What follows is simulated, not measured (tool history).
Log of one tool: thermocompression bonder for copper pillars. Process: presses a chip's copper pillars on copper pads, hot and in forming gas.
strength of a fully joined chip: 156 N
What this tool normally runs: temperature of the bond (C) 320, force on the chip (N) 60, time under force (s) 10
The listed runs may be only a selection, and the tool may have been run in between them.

run,hour,temperature of the bond (C),force on the chip (N),time under force (s),force that shears a chip off (N)
1,0.0,320,60,10,74.3
2,81.6,320,52,10,71.7
3,129.7,320,60,10,76.9
# hour 142.9: forming gas filter changed
4,191.4,320,60,10,81.8
5,255.9,320,60,10,83.4
6,340.9,320,60,10,81.1
7,398.8,320,83,10,95.8
8,434.5,320,83,10,92.7
9,474.5,320,60,10,80.7
10,529.8,320,60,10,81.1
11,575.2,320,60,10,80.6
# hour 621.9: heater calibrated with a thermocouple chip
12,646.7,320,60,10,73.5
13,714.2,298,45,27,69.7
14,771.3,321,45,21,82.8
15,853.5,322,60,15,85.1
16,930.9,333,60,22,100.7
# hour 954.3: forming gas filter changed
17,981.9,332,68,10,91.4
18,1043.4,332,65,7,79.1
19,1085.3,332,48,7,68.6
20,1159.9,291,50,7,45.1
21,1195.3,291,50,7,43.9
22,1248.4,305,50,19,76.6

For run 23, what comes out?
23,1310.1,305,50,8,?

force that shears a chip off (N): 55.8
Take away the tool's hidden state, keep the run-to-run variation as it was, and the same run would have given force that shears a chip off (N) 55.9.

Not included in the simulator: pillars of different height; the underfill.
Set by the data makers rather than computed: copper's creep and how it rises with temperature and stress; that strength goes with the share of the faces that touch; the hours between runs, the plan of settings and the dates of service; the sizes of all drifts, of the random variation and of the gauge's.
